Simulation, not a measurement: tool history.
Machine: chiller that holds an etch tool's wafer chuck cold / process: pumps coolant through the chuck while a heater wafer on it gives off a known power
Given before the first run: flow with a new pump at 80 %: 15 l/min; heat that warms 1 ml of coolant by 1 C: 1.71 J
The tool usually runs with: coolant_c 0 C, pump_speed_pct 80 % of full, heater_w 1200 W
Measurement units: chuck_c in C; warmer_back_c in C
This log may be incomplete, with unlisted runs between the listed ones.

{"run": 1, "hour": 0.0, "coolant_c": 0, "pump_speed_pct": 80, "heater_w": 1200, "chuck_c": 15.8, "warmer_back_c": 3.03}
{"run": 2, "hour": 41.4, "coolant_c": 0, "pump_speed_pct": 80, "heater_w": 1200, "chuck_c": 15.9, "warmer_back_c": 3.0}
{"run": 3, "hour": 81.5, "coolant_c": 0, "pump_speed_pct": 80, "heater_w": 1200, "chuck_c": 15.9, "warmer_back_c": 2.98}
{"run": 4, "hour": 109.7, "coolant_c": 0, "pump_speed_pct": 80, "heater_w": 1200, "chuck_c": 15.9, "warmer_back_c": 2.97}
{"run": 5, "hour": 137.8, "coolant_c": -8, "pump_speed_pct": 80, "heater_w": 1200, "chuck_c": 7.9, "warmer_back_c": 2.92}
{"run": 6, "hour": 187.7, "coolant_c": -8, "pump_speed_pct": 80, "heater_w": 653, "chuck_c": 1.2, "warmer_back_c": 1.63}
{"run": 7, "hour": 234.9, "coolant_c": -8, "pump_speed_pct": 80, "heater_w": 653, "chuck_c": 1.1, "warmer_back_c": 1.61}
{"run": 8, "hour": 290.0, "coolant_c": -8, "pump_speed_pct": 80, "heater_w": 653, "chuck_c": 1.1, "warmer_back_c": 1.65}
{"run": 9, "hour": 341.6, "coolant_c": 0, "pump_speed_pct": 80, "heater_w": 876, "chuck_c": 11.9, "warmer_back_c": 2.11}
{"run": 10, "hour": 388.7, "coolant_c": 0, "pump_speed_pct": 98, "heater_w": 1200, "chuck_c": 14.6, "warmer_back_c": 2.44}
{"run": 11, "hour": 451.6, "coolant_c": 0, "pump_speed_pct": 98, "heater_w": 1200, "chuck_c": 14.7, "warmer_back_c": 2.41}
{"run": 12, "hour": 512.9, "coolant_c": 0, "pump_speed_pct": 80, "heater_w": 912, "chuck_c": 12.8, "warmer_back_c": 2.3}
{"run": 13, "hour": 558.4, "coolant_c": 0, "pump_speed_pct": 80, "heater_w": 912, "chuck_c": 12.8, "warmer_back_c": 2.31}
{"run": 14, "hour": 600.5, "coolant_c": 0, "pump_speed_pct": 80, "heater_w": 912, "chuck_c": 12.9, "warmer_back_c": 2.32}
{"run": 15, "hour": 627.3, "coolant_c": 0, "pump_speed_pct": 80, "heater_w": 1200, "chuck_c": 16.6, "warmer_back_c": 3.06}
{"run": 16, "hour": 664.7, "coolant_c": -2, "pump_speed_pct": 80, "heater_w": 1200, "chuck_c": 14.5, "warmer_back_c": 3.05}
{"run": 17, "hour": 698.7, "coolant_c": 6, "pump_speed_pct": 80, "heater_w": 1200, "chuck_c": 22.8, "warmer_back_c": 3.04}
{"run": 18, "hour": 760.2, "coolant_c": -1, "pump_speed_pct": 64, "heater_w": 645, "chuck_c": 9.4, "warmer_back_c": 2.02}
{"run": 19, "hour": 798.3, "coolant_c": 0, "pump_speed_pct": 85, "heater_w": 1504, "chuck_c": 20.2, "warmer_back_c": 3.56}
{"run": 20, "hour": 825.4, "coolant_c": 0, "pump_speed_pct": 85, "heater_w": 1504, "chuck_c": 20.2, "warmer_back_c": 3.62}
{"run": 21, "hour": 862.0, "coolant_c": 0, "pump_speed_pct": 85, "heater_w": 1504, "chuck_c": 20.4, "warmer_back_c": 3.58}
{"run": 22, "hour": 910.9, "coolant_c": 0, "pump_speed_pct": 85, "heater_w": 1504, "chuck_c": 20.1, "warmer_back_c": 3.56}
{"run": 23, "hour": 962.0, "coolant_c": 0, "pump_speed_pct": 67, "heater_w": 843, "chuck_c": 13.3, "warmer_back_c": 2.58}
{"run": 24, "hour": 1018.5, "coolant_c": -3, "pump_speed_pct": 80, "heater_w": 1200, "chuck_c": 14.1, "warmer_back_c": 3.09}
{"run": 25, "hour": 1065.0, "coolant_c": 0, "pump_speed_pct": 69, "heater_w": 869, "chuck_c": 13.7, "warmer_back_c": 2.59}
{"run": 26, "hour": 1113.5, "coolant_c": 6, "pump_speed_pct": 69, "heater_w": 934, "chuck_c": 20.7, "warmer_back_c": 2.77}
{"run": 27, "hour": 1145.2, "coolant_c": -7, "pump_speed_pct": 71, "heater_w": 934, "chuck_c": 7.4, "warmer_back_c": 2.67}
{"hour": 1156.7, "done": "coolant changed, channels flushed"}
{"run": 28, "hour": 1198.9, "coolant_c": 3, "pump_speed_pct": 86, "heater_w": 635, "chuck_c": 10.7, "warmer_back_c": 1.5}
{"run": 29, "hour": 1225.9, "coolant_c": 0, "pump_speed_pct": 70, "heater_w": 1200, "chuck_c": 15.2, "warmer_back_c": 3.54}
{"run": 30, "hour": 1261.0, "coolant_c": 7, "pump_speed_pct": 69, "heater_w": 1560, "chuck_c": 26.7, "warmer_back_c": 4.7}
{"run": 31, "hour": 1305.6, "coolant_c": 7, "pump_speed_pct": 69, "heater_w": 1560, "chuck_c": 26.9, "warmer_back_c": 4.64}

What will run 32 give?
{"run": 32, "hour": 1342.6, "coolant_c": 0, "pump_speed_pct": 95, "heater_w": 1061, "chuck_c": "?", "warmer_back_c": "?"}

chuck_c: 11.7 C
warmer_back_c: 2.32 C
With the hidden condition absent and the run-to-run variation left alone, this run would have shown chuck_c 10.2 C, warmer_back_c 2.11 C.
